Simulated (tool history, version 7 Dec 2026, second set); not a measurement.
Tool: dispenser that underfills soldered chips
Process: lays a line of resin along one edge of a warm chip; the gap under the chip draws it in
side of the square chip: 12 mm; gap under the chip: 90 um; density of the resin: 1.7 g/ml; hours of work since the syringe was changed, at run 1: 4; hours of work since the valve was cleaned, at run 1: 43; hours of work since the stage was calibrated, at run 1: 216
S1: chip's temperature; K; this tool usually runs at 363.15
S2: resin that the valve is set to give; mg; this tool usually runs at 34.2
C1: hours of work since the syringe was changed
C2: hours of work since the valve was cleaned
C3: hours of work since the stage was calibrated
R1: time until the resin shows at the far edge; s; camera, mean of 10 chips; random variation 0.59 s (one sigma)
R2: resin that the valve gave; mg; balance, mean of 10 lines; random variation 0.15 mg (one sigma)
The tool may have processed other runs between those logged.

{"run": 1, "hour": 0.0, "S1": 363.15, "S2": 34.2, "C1": 4, "C2": 43, "C3": 216, "R1": 71.1, "R2": 33.17}
{"hour": 11.2, "done": "new syringe of resin"}
{"run": 2, "hour": 12.6, "S1": 363.15, "S2": 34.2, "C1": 1, "C2": 52, "C3": 225, "R1": 57.5, "R2": 32.73}
{"run": 3, "hour": 23.9, "S1": 363.15, "S2": 34.2, "C1": 10, "C2": 61, "C3": 234, "R1": 127.7, "R2": 32.93}
{"hour": 28.1, "done": "new syringe of resin"}
{"run": 4, "hour": 34.0, "S1": 363.15, "S2": 34.2, "C1": 5, "C2": 68, "C3": 242, "R1": 77.7, "R2": 32.46}
{"hour": 44.7, "done": "new syringe of resin"}
{"run": 5, "hour": 46.2, "S1": 363.15, "S2": 34.2, "C1": 1, "C2": 78, "C3": 251, "R1": 57.3, "R2": 32.5}
{"hour": 60.5, "done": "new syringe of resin"}
{"run": 6, "hour": 60.9, "S1": 363.15, "S2": 34.2, "C1": 0, "C2": 89, "C3": 262, "R1": 54.9, "R2": 32.04}
{"run": 7, "hour": 70.3, "S1": 351.15, "S2": 44.0, "C1": 8, "C2": 96, "C3": 269, "R1": 165.9, "R2": 40.75}
{"hour": 76.3, "done": "new syringe of resin"}
{"run": 8, "hour": 83.6, "S1": 375.15, "S2": 40.1, "C1": 6, "C2": 106, "C3": 279, "R1": 54.5, "R2": 36.95}
{"hour": 93.1, "done": "new syringe of resin"}
{"run": 9, "hour": 94.9, "S1": 375.15, "S2": 40.1, "C1": 1, "C2": 115, "C3": 288, "R1": 36.9, "R2": 36.78}
{"run": 10, "hour": 106.3, "S1": 375.15, "S2": 40.1, "C1": 10, "C2": 123, "C3": 297, "R1": 82.0, "R2": 36.54}
{"hour": 110.2, "done": "new syringe of resin"}
{"run": 11, "hour": 119.9, "S1": 350.15, "S2": 30.4, "C1": 8, "C2": 134, "C3": 307, "R1": 182.6, "R2": 27.46}
{"hour": 126.8, "done": "new syringe of resin"}
{"run": 12, "hour": 127.5, "S1": 364.15, "S2": 29.3, "C1": 0, "C2": 139, "C3": 313, "R1": 55.9, "R2": 26.49}

Alternative continuations, all from the tool just after run 12; predict every row:
{"hour": 141.4, "done": "dispensing valve cleaned and set on the balance"}
{"run": "A", "hour": 141.9, "S1": 364.15, "S2": 37.0, "C1": 11, "C2": 0, "C3": 323, "R1": "?", "R2": "?"}
{"hour": 141.4, "done": "dispensing valve cleaned and set on the balance"}
{"run": "B", "hour": 141.9, "S1": 363.15, "S2": 29.2, "C1": 11, "C2": 0, "C3": 323, "R1": "?", "R2": "?"}
{"hour": 141.4, "done": "dispensing valve cleaned and set on the balance"}
{"run": "C", "hour": 141.9, "S1": 363.15, "S2": 30.8, "C1": 11, "C2": 0, "C3": 323, "R1": "?", "R2": "?"}
{"hour": 141.4, "done": "dispensing valve cleaned and set on the balance"}
{"run": "D", "hour": 141.9, "S1": 374.15, "S2": 30.2, "C1": 11, "C2": 0, "C3": 323, "R1": "?", "R2": "?"}
{"hour": 141.4, "done": "dispensing valve cleaned and set on the balance"}
{"run": "E", "hour": 141.9, "S1": 362.15, "S2": 41.4, "C1": 11, "C2": 0, "C3": 323, "R1": "?", "R2": "?"}

run=A R1=130.8 R2=37.13
run=B R1=143.1 R2=29.39
run=C R1=141.8 R2=30.95
run=D R1=91.5 R2=30.10
run=E R1=139.4 R2=41.38
With the hidden condition removed and each run's random variation left untouched, the same runs would have given:
run=A R1=48.1 R2=37.09
run=B R1=52.3 R2=29.35
run=C R1=52.5 R2=30.91
run=D R1=33.6 R2=30.06
run=E R1=51.3 R2=41.33
